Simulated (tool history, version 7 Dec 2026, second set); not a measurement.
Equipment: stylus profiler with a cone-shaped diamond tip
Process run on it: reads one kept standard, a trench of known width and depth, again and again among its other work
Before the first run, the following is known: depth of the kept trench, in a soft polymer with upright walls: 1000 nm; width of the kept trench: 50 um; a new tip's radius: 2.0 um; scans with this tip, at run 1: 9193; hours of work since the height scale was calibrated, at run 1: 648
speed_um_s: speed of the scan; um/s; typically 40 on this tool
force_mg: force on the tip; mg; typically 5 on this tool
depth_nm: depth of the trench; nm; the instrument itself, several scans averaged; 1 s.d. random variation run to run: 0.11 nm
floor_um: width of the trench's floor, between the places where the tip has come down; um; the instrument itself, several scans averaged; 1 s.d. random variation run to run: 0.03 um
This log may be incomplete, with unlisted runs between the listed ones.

run   hour  speed_um_s  force_mg  scans with this tip  hours of work since the height scale was calibrated  depth_nm  floor_um
  1      0          40         5                 9193                                                  648   1010.55     46.47
  2   25.3          40         5                 9349                                                  659   1010.56     46.48
  3   74.3          40         5                 9651                                                  680   1010.49     46.48
  4   96.2          40     10.23                 9786                                                  689      1017     46.47
  5  140.8          40     10.23                10061                                                  709   1016.85     46.49
  6  173.5          40     10.23                10262                                                  723   1016.91     46.53
  7  223.1          40       4.5                10569                                                  744   1009.64     46.44
  8  247.5          40      4.64                10719                                                  755   1009.92      46.5
  9  274.6          40      4.64                10886                                                  767   1009.86     46.44
 10    300          28       3.5                11042                                                  778   1008.13     46.44
 11  339.5          73      4.25                11285                                                  795   1009.63     46.42
 12  373.6          51      2.98                11496                                                  810   1007.42     46.42
 13  421.6          51      9.42                11792                                                  831   1016.04     46.51
 14  457.1          72         5                12010                                                  846   1010.47     46.41
 15  493.7          22      1.83                12236                                                  862   1005.27      46.5

4 ways to go on from here, each from the tool as it stands after run 15. What would each give?
  A  542.4         121      3.49                12536                                                  883         ?         ?
  B  542.4          39     13.54                12536                                                  883         ?         ?
  C  542.4          23      2.71                12536                                                  883         ?         ?
  D  542.4          10      2.03                12536                                                  883         ?         ?

run  depth_nm  floor_um
  A   1008.12     46.23
  B   1020.37      46.5
  C   1006.97     46.43
  D   1005.78     46.52
Take away the tool's hidden state, keep each run's random variation, and the runs would have read:
run  depth_nm  floor_um
  A   1008.14     46.24
  B   1020.38     46.52
  C   1006.99     46.44
  D   1005.79     46.53
